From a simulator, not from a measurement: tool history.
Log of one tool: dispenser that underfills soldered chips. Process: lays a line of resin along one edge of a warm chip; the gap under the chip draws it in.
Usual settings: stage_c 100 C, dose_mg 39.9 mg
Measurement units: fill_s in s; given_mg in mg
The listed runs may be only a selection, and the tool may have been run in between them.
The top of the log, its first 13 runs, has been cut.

Run 14, day 1.808: usual settings. Result: fill_s 220.3 s, given_mg 39.25 mg.
Run 15, day 1.900: usual settings. Result: fill_s 234.4 s, given_mg 39.27 mg.
Run 16, day 2.050: usual settings. Result: fill_s 256.0 s, given_mg 39.30 mg.
At day 2.267: dispensing valve cleaned and set on the balance.
Run 17, day 2.267: usual settings. Result: fill_s 288.8 s, given_mg 39.91 mg.
At day 2.350: new syringe of resin.
Run 18, day 2.433: usual settings but stage_c 101 C. Result: fill_s 212.7 s, given_mg 39.76 mg.
Run 19, day 2.521: usual settings but stage_c 108 C, dose_mg 48.5 mg. Result: fill_s 178.0 s, given_mg 48.34 mg.
Run 20, day 2.671: usual settings but stage_c 108 C, dose_mg 40.6 mg. Result: fill_s 201.7 s, given_mg 40.56 mg.
Run 21, day 2.854: usual settings but stage_c 108 C, dose_mg 40.6 mg. Result: fill_s 226.5 s, given_mg 40.41 mg.
At day 2.975: new syringe of resin.
Run 22, day 3.058: usual settings but stage_c 93 C, dose_mg 36.6 mg. Result: fill_s 274.1 s, given_mg 36.39 mg.
Run 23, day 3.200: usual settings but stage_c 114 C, dose_mg 39.2 mg. Result: fill_s 157.1 s, given_mg 38.90 mg.
Run 24, day 3.292: usual settings but stage_c 114 C, dose_mg 39.2 mg. Result: fill_s 167.1 s, given_mg 38.99 mg.
Run 25, day 3.421: usual settings but stage_c 114 C, dose_mg 39.2 mg. Result: fill_s 180.1 s, given_mg 38.93 mg.
Run 26, day 3.567: usual settings but stage_c 105 C, dose_mg 47.7 mg. Result: fill_s 249.5 s, given_mg 47.38 mg.
At day 3.608: new syringe of resin.
Run 27, day 3.754: usual settings but stage_c 99 C, dose_mg 36.5 mg. Result: fill_s 242.6 s, given_mg 36.11 mg.
Run 28, day 3.888: usual settings but stage_c 95 C, dose_mg 46.3 mg. Result: fill_s 294.2 s, given_mg 45.67 mg.
Run 29, day 4.067: usual settings but stage_c 97 C, dose_mg 34.8 mg. Result: fill_s 321.0 s, given_mg 34.31 mg.
Run 30, day 4.171: usual settings but stage_c 97 C, dose_mg 34.8 mg. Result: fill_s 344.9 s, given_mg 34.29 mg.
At day 4.229: new syringe of resin.
Run 31, day 4.292: usual settings but stage_c 97 C, dose_mg 34.8 mg. Result: fill_s 251.4 s, given_mg 34.31 mg.
Run 32, day 4.492: usual settings but dose_mg 51.1 mg. Result: fill_s 242.0 s, given_mg 50.30 mg.
Run 33, day 4.617: usual settings but stage_c 96 C, dose_mg 46.5 mg. Result: fill_s 302.2 s, given_mg 45.67 mg.
Run 34, day 4.779: usual settings but stage_c 96 C, dose_mg 46.5 mg. Result: fill_s 334.3 s, given_mg 45.73 mg.
At day 4.858: new syringe of resin.
Run 35, day 4.967: usual settings but stage_c 107 C, dose_mg 40.1 mg. Result: fill_s 178.5 s, given_mg 39.32 mg.

Predict each of these 4 candidate next runs independently; none follows another, all start after run 35:
Run A, day 5.062: usual settings but stage_c 86 C, dose_mg 47.5 mg. Result: fill_s ?, given_mg ?.
Run B, day 5.062: usual settings but stage_c 93 C, dose_mg 39.4 mg. Result: fill_s ?, given_mg ?.
Run C, day 5.062: usual settings but stage_c 112 C, dose_mg 35.7 mg. Result: fill_s ?, given_mg ?.
Run D, day 5.062: usual settings but stage_c 94 C, dose_mg 34.4 mg. Result: fill_s ?, given_mg ?.

run  fill_s  given_mg
  A   360.9     46.47
  B   290.1     38.56
  C   166.6     34.97
  D   293.8     33.77
Without the tool's hidden state the same runs would have given:
run  fill_s  given_mg
  A   310.1     47.44
  B   249.1     39.36
  C   143.1     35.69
  D   251.4     34.47
